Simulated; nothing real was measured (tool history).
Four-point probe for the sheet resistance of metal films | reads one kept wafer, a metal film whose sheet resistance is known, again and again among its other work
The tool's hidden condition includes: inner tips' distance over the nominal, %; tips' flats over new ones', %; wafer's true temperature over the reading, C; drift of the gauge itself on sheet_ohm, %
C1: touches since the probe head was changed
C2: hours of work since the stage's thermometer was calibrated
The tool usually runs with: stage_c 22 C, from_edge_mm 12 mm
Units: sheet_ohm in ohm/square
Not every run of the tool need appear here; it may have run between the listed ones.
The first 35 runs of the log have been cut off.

Run 36, hour 2455.7: usual settings but stage_c 23 C, from_edge_mm 4 mm; C1 19588; C2 582. Result: sheet_ohm 0.058795 ohm/square.
Run 37, hour 2549.5: usual settings but stage_c 23 C, from_edge_mm 4 mm; C1 23412; C2 640. Result: sheet_ohm 0.058774 ohm/square.
Run 38, hour 2643.1: usual settings but stage_c 34 C, from_edge_mm 15 mm; C1 27230; C2 698. Result: sheet_ohm 0.058193 ohm/square.
Run 39, hour 2712.5: usual settings but stage_c 24 C, from_edge_mm 60 mm; C1 30062; C2 741. Result: sheet_ohm 0.058277 ohm/square.
Run 40, hour 2761.8: usual settings but stage_c 28 C, from_edge_mm 27 mm; C1 32070; C2 772. Result: sheet_ohm 0.058231 ohm/square.
Run 41, hour 2804.2: usual settings but stage_c 19 C, from_edge_mm 20 mm; C1 33799; C2 798. Result: sheet_ohm 0.058387 ohm/square.
Run 42, hour 2882.9: usual settings but stage_c 19 C, from_edge_mm 20 mm; C1 37010; C2 847. Result: sheet_ohm 0.058377 ohm/square.
Run 43, hour 2928.9: usual settings but stage_c 18 C, from_edge_mm 9 mm; C1 38884; C2 875. Result: sheet_ohm 0.058454 ohm/square.
Run 44, hour 3023.3: usual settings but stage_c 20 C, from_edge_mm 7 mm; C1 42738; C2 934. Result: sheet_ohm 0.058495 ohm/square.
Run 45, hour 3121.7: usual settings but stage_c 24 C, from_edge_mm 38 mm; C1 46751; C2 995. Result: sheet_ohm 0.058283 ohm/square.
Run 46, hour 3213.7: usual settings but from_edge_mm 8 mm; C1 50501; C2 1052. Result: sheet_ohm 0.05844 ohm/square.

What if the next run were any one of these 3? Each begins from the tool's condition after run 46:
Run A, hour 3272.3: usual settings but from_edge_mm 8 mm; C1 52891; C2 1088. Result: sheet_ohm ?.
Run B, hour 3272.3: usual settings but stage_c 33 C, from_edge_mm 69 mm; C1 52891; C2 1088. Result: sheet_ohm ?.
Run C, hour 3272.3: usual settings but stage_c 35 C; C1 52891; C2 1088. Result: sheet_ohm ?.

run  sheet_ohm
  A   0.058432
  B   0.058192
  C   0.058216
With no hidden state in the tool, these same runs would have given:
run  sheet_ohm
  A   0.058439
  B   0.058198
  C   0.058222

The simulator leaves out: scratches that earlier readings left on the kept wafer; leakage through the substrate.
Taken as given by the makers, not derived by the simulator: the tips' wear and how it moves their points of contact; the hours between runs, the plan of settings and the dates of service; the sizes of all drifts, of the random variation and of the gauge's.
